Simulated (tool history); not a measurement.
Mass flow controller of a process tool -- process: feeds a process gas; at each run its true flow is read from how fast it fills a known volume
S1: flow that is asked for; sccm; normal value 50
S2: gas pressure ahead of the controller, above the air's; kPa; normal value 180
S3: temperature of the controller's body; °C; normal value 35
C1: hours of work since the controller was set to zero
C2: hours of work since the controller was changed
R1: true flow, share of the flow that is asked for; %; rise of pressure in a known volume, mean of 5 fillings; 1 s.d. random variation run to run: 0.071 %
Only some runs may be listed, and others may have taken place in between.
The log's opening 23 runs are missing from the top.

run,hour,S1,S2,S3,C1,C2,R1
24,4015.6,98,208,23,2476,2476,99.79
25,4244.2,98,208,23,2608,2608,99.8
26,4491.3,98,208,23,2750,2750,99.75
27,4716.2,98,208,23,2879,2879,99.76
28,4921.4,48,145,30,2997,2997,99.23
29,5141.6,48,145,30,3124,3124,99.37
30,5280.3,13,224,34,3204,3204,98.1
31,5510.1,13,206,28,3336,3336,97.74
32,5745.5,13,206,28,3471,3471,97.78
33,5942.9,13,206,28,3585,3585,97.8
34,6103.4,13,206,39,3677,3677,98.62
35,6336.4,24,191,35,3811,3811,98.61

Predict each of these 5 candidate next runs independently; none follows another, all start after run 35:
A,6542.2,53,209,38,3930,3930,?
B,6542.2,12,208,35,3930,3930,?
C,6542.2,50,153,30,3930,3930,?
D,6542.2,63,247,35,3930,3930,?
E,6542.2,25,266,35,3930,3930,?

run,R1
A,99.68
B,98.31
C,99.25
D,99.55
E,98.28
Take away the tool's hidden state, keep each run's random variation, and the runs would have read:
run,R1
A,99.69
B,98.34
C,99.26
D,99.56
E,98.3
